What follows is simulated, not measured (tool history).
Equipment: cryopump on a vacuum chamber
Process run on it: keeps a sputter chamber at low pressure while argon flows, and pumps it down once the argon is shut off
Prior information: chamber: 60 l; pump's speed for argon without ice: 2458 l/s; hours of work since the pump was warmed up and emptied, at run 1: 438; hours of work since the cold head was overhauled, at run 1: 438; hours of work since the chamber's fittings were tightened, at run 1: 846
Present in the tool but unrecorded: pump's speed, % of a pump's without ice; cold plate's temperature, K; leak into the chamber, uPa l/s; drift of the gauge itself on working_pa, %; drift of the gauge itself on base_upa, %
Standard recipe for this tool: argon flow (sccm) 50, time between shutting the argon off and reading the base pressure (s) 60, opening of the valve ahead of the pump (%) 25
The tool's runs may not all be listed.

run,hour,argon flow (sccm),time between shutting the argon off and reading the base pressure (s),opening of the valve ahead of the pump (%),hours of work since the pump was warmed up and emptied,hours of work since the cold head was overhauled,hours of work since the chamber's fittings were tightened,pressure while argon flows (Pa),pressure after the wait (uPa)
1,0,50,60,25,438,438,846,0.1426,1.47
2,18.8,95,60,25,447,447,854,0.2706,1.49
3,46.6,95,60,25,460,460,867,0.2737,1.47
4,75.8,50,60,19,474,474,881,0.1862,1.5
5,112.3,50,60,26,491,491,898,0.1386,1.56
6,139.2,50,25,25,503,503,911,0.1437,2.73
7,168.1,50,60,25,517,517,924,0.1444,1.57
8,192.5,50,60,25,528,528,936,0.1445,1.53
9,232.2,50,60,25,547,547,954,0.1438,1.59
10,255.3,50,60,25,558,558,965,0.1459,1.56
11,277.9,50,58,25,568,568,976,0.144,1.53
12,311.5,50,60,30,584,584,991,0.1219,1.61
13,329.9,50,60,30,593,593,1000,0.1219,1.56
14,362.6,22,60,25,608,608,1015,0.0643,1.59
15,384.3,23,60,25,618,618,1025,0.0666,1.59
16,418.7,23,98,25,634,634,1042,0.0678,1.31
17,458.6,23,98,25,653,653,1060,0.0676,1.29
18,485,50,142,20,665,665,1073,0.1801,1.19
19,521.2,50,135,43,682,682,1090,0.0889,1.23
20,539.8,25,34,28,691,691,1098,0.0673,2.31
21,557.6,27,34,28,699,699,1107,0.0701,2.38
22,592.1,29,99,17,715,715,1123,0.1225,1.37
23,612.5,50,30,30,725,725,1132,0.1232,2.6
24,642,75,113,25,739,739,1146,0.2217,1.36
25,681.5,64,34,35,757,757,1165,0.1392,2.41
26,716.8,50,45,48,774,774,1181,0.0818,2.06
27,733.8,70,45,50,782,782,1189,0.1111,2.08
28,767.4,26,92,24,797,797,1205,0.0798,1.49
29,807.9,26,92,24,816,816,1224,0.0811,1.47
30,848.2,26,92,24,835,835,1243,0.0801,1.49
31,887.8,84,60,25,854,854,1261,0.253,1.89
32,909.9,84,60,25,864,864,1271,0.2518,1.85
33,944.6,48,155,53,880,880,1288,0.074,1.37
34,981,54,44,29,897,897,1305,0.1435,2.19

The logged runs with the hidden state left out (each run's random variation unchanged):
run,pressure while argon flows (Pa),pressure after the wait (uPa)
1,0.1371,0.98
2,0.26,0.98
3,0.2626,0.96
4,0.1802,0.97
5,0.1323,1.01
6,0.1372,2.18
7,0.1377,0.99
8,0.1376,0.97
9,0.1368,0.99
10,0.1387,0.97
11,0.1366,0.93
12,0.1143,1
13,0.1141,0.95
14,0.0607,0.95
15,0.0629,0.96
16,0.0639,0.64
17,0.0636,0.63
18,0.1712,0.5
19,0.0797,0.53
20,0.0627,1.61
21,0.065,1.65
22,0.1168,0.62
23,0.1134,1.85
24,0.2065,0.59
25,0.1258,1.63
26,0.0711,1.27
27,0.0959,1.28
28,0.0741,0.68
29,0.0752,0.67
30,0.074,0.64
31,0.2326,1
32,0.2312,0.98
33,0.0619,0.45
34,0.1295,1.28
